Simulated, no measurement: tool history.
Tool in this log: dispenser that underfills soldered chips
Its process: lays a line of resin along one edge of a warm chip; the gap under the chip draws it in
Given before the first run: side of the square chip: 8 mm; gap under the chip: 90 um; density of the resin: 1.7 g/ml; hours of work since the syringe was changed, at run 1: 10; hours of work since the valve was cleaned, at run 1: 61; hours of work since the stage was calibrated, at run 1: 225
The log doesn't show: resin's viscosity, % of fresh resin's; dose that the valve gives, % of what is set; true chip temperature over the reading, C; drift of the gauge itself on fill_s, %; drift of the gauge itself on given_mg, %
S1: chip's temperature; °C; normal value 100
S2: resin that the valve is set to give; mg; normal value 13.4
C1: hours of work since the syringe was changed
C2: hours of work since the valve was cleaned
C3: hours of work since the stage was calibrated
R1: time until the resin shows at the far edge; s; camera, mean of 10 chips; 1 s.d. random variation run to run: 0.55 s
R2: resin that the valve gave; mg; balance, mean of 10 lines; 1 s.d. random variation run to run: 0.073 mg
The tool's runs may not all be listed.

run   hour   S1    S2  C1   C2   C3    R1     R2
  1      0  100  13.4  10   61  225  64.2  12.52
       1.2  -- new syringe of resin
  2    8.1  100  13.4   4   66  229  52.5   12.5
  3   15.4  100  13.4   9   70  234  61.1  12.55
      19.1  -- new syringe of resin
  4   21.5  100  13.4   1   74  237  47.5  12.41
  5     28  100  13.4   5   77  241  54.7   12.4
  6     34  100    13   9   81  245  62.9  11.98
      36.7  -- new syringe of resin
  7   38.7  100  12.3   1   84  248  50.3  11.28
  8   48.5   99  13.4   7   90  254  62.4  12.14
      54.3  -- new syringe of resin
  9     56   99  13.4   1   94  258  49.4  12.17
 10   60.3   99  13.4   4   97  260  54.6  12.15
 11   65.5   99  13.4   7  100  264  59.2  12.15
      71.5  -- new syringe of resin
 12   72.6  100  16.6   1  104  268  44.9  14.83
 13   80.7   87  13.4   6  109  273  89.6  11.87
      88.9  -- new syringe of resin
 14   90.6  100  13.4   1  115  278  47.6  11.96
      94.3  -- dispensing valve cleaned and set on the balance
 15   98.3  100  12.6   5    2  283  53.3  12.48
     107.7  -- new syringe of resin
 16  108.4  100  16.9   0    8  288  43.7   16.7
 17  116.3  100  16.9   5   13  293  52.1  16.67
 18  122.9  100    15   9   17  297  60.6  14.61
     124.8  -- new syringe of resin
 19    128  100    15   2   20  300  46.6   14.6
 20  132.7  100  14.8   5   23  303  51.4  14.33
 21  136.9  112  16.1   7   25  306  37.1  15.56
     142.2  -- new syringe of resin
 22  144.7  112  16.1   2   30  310    30  15.53
 23  153.9  112  16.1   7   36  316  36.1  15.46
     159.7  -- new syringe of resin
 24  161.9   98  13.4   1   40  320  49.2  12.85
 25  169.4  107  12.9   6   45  325  42.7   12.3
 26  175.4  107  12.9  10   48  329  48.4  12.19
     177.1  -- new syringe of resin
 27  184.7   96    14   5   54  334  59.4  13.25
     194.7  -- new syringe of resin
 28  194.7  112  15.9   0   60  340  28.8  14.89
 29  201.5   96  17.3   4   64  344  58.1  16.22
 30  209.5  114  14.8   9   69  349  37.2   13.8
     212.1  -- new syringe of resin
 31  216.3  114  14.8   3   73  353  29.3  13.71
 32  222.4  103  16.8   6   76  356  47.5  15.53
 33    228  100  17.2  10   80  360  61.2  15.82
     229.8  -- new syringe of resin
 34  233.2  104  12.4   2   83  363  43.2  11.49
 35    238  105  14.3   5   86  366  43.4  13.09

Describe how what the log doesn't record of the tool's condition differs between the last listed run preceding each entry between runs and the first listed run following it.
From run 1 to run 2: new syringe of resin (hour 1.2)
  resin's viscosity, % of fresh resin's: 138.6 -> 115.2; dose that the valve gives, % of what is set: 94.05 -> 93.57; true chip temperature over the reading, C: 1.02 -> 1.04
  the result without the hidden state subtracted from the measured one, R1: +17.1 -> +6.1 s; R2: -0.8 -> -0.86 mg
From run 3 to run 4: new syringe of resin (hour 19.1)
  resin's viscosity, % of fresh resin's: 133.9 -> 103.9; dose that the valve gives, % of what is set: 93.11 -> 92.76; true chip temperature over the reading, C: 1.06 -> 1.08
  the result without the hidden state subtracted from the measured one, R1: +14.6 -> +0.9 s; R2: -0.93 -> -0.97 mg
From run 6 to run 7: new syringe of resin (hour 36.7)
  resin's viscosity, % of fresh resin's: 134.8 -> 105.2; dose that the valve gives, % of what is set: 92.05 -> 91.8; true chip temperature over the reading, C: 1.11 -> 1.12
  the result without the hidden state subtracted from the measured one, R1: +15.6 -> +2.2 s; R2: -1.03 -> -1 mg
From run 8 to run 9: new syringe of resin (hour 54.3)
  resin's viscosity, % of fresh resin's: 129.2 -> 103.2; dose that the valve gives, % of what is set: 91.2 -> 90.77; true chip temperature over the reading, C: 1.15 -> 1.17
  the result without the hidden state subtracted from the measured one, R1: +13.3 -> +0.9 s; R2: -1.17 -> -1.24 mg
From run 11 to run 12: new syringe of resin (hour 71.5)
  resin's viscosity, % of fresh resin's: 126 -> 103.2; dose that the valve gives, % of what is set: 90.19 -> 89.78; true chip temperature over the reading, C: 1.19 -> 1.21
  the result without the hidden state subtracted from the measured one, R1: +11.7 -> +0 s; R2: -1.31 -> -1.69 mg
From run 13 to run 14: new syringe of resin (hour 88.9)
  resin's viscosity, % of fresh resin's: 122.2 -> 103; dose that the valve gives, % of what is set: 89.28 -> 88.73; true chip temperature over the reading, C: 1.23 -> 1.25
  the result without the hidden state subtracted from the measured one, R1: +15.4 -> +1 s; R2: -1.43 -> -1.53 mg
From run 14 to run 15: dispensing valve cleaned and set on the balance (hour 94.3)
  resin's viscosity, % of fresh resin's: 103 -> 118.6; dose that the valve gives, % of what is set: 88.73 -> 99.43; true chip temperature over the reading, C: 1.25 -> 1.27
  the result without the hidden state subtracted from the measured one, R1: +1 -> +6.3 s; R2: -1.53 -> -0.07 mg
From run 15 to run 16: new syringe of resin (hour 107.7)
  resin's viscosity, % of fresh resin's: 118.6 -> 102.9; dose that the valve gives, % of what is set: 99.43 -> 98.91; true chip temperature over the reading, C: 1.27 -> 1.3
  the result without the hidden state subtracted from the measured one, R1: +6.3 -> -0.8 s; R2: -0.07 -> -0.18 mg
From run 18 to run 19: new syringe of resin (hour 124.8)
  resin's viscosity, % of fresh resin's: 139.4 -> 107.2; dose that the valve gives, % of what is set: 98.03 -> 97.74; true chip temperature over the reading, C: 1.34 -> 1.36
  the result without the hidden state subtracted from the measured one, R1: +15.1 -> +1.1 s; R2: -0.29 -> -0.33 mg
From run 21 to run 22: new syringe of resin (hour 142.2)
  resin's viscosity, % of fresh resin's: 129.1 -> 105.8; dose that the valve gives, % of what is set: 97.21 -> 96.81; true chip temperature over the reading, C: 1.38 -> 1.4
  the result without the hidden state subtracted from the measured one, R1: +6.9 -> +0.3 s; R2: -0.45 -> -0.51 mg
From run 23 to run 24: new syringe of resin (hour 159.7)
  resin's viscosity, % of fresh resin's: 128.2 -> 104.4; dose that the valve gives, % of what is set: 96.29 -> 95.81; true chip temperature over the reading, C: 1.42 -> 1.44
  the result without the hidden state subtracted from the measured one, R1: +6.7 -> +0.1 s; R2: -0.6 -> -0.56 mg
From run 26 to run 27: new syringe of resin (hour 177.1)
  resin's viscosity, % of fresh resin's: 138.5 -> 114.3; dose that the valve gives, % of what is set: 95.03 -> 94.54; true chip temperature over the reading, C: 1.48 -> 1.5
  the result without the hidden state subtracted from the measured one, R1: +12.3 -> +5.1 s; R2: -0.63 -> -0.77 mg
From run 27 to run 28: new syringe of resin (hour 194.7)
  resin's viscosity, % of fresh resin's: 114.3 -> 101.4; dose that the valve gives, % of what is set: 94.54 -> 93.97; true chip temperature over the reading, C: 1.5 -> 1.53
  the result without the hidden state subtracted from the measured one, R1: +5.1 -> -0.9 s; R2: -0.77 -> -0.95 mg
From run 30 to run 31: new syringe of resin (hour 212.1)
  resin's viscosity, % of fresh resin's: 138.1 -> 109.9; dose that the valve gives, % of what is set: 93.09 -> 92.67; true chip temperature over the reading, C: 1.57 -> 1.59
  the result without the hidden state subtracted from the measured one, R1: +9.1 -> +1.6 s; R2: -1.02 -> -1.09 mg
From run 33 to run 34: new syringe of resin (hour 229.8)
  resin's viscosity, % of fresh resin's: 140.4 -> 107.5; dose that the valve gives, % of what is set: 91.94 -> 91.68; true chip temperature over the reading, C: 1.62 -> 1.63
  the result without the hidden state subtracted from the measured one, R1: +15.2 -> +2 s; R2: -1.39 -> -1.04 mg

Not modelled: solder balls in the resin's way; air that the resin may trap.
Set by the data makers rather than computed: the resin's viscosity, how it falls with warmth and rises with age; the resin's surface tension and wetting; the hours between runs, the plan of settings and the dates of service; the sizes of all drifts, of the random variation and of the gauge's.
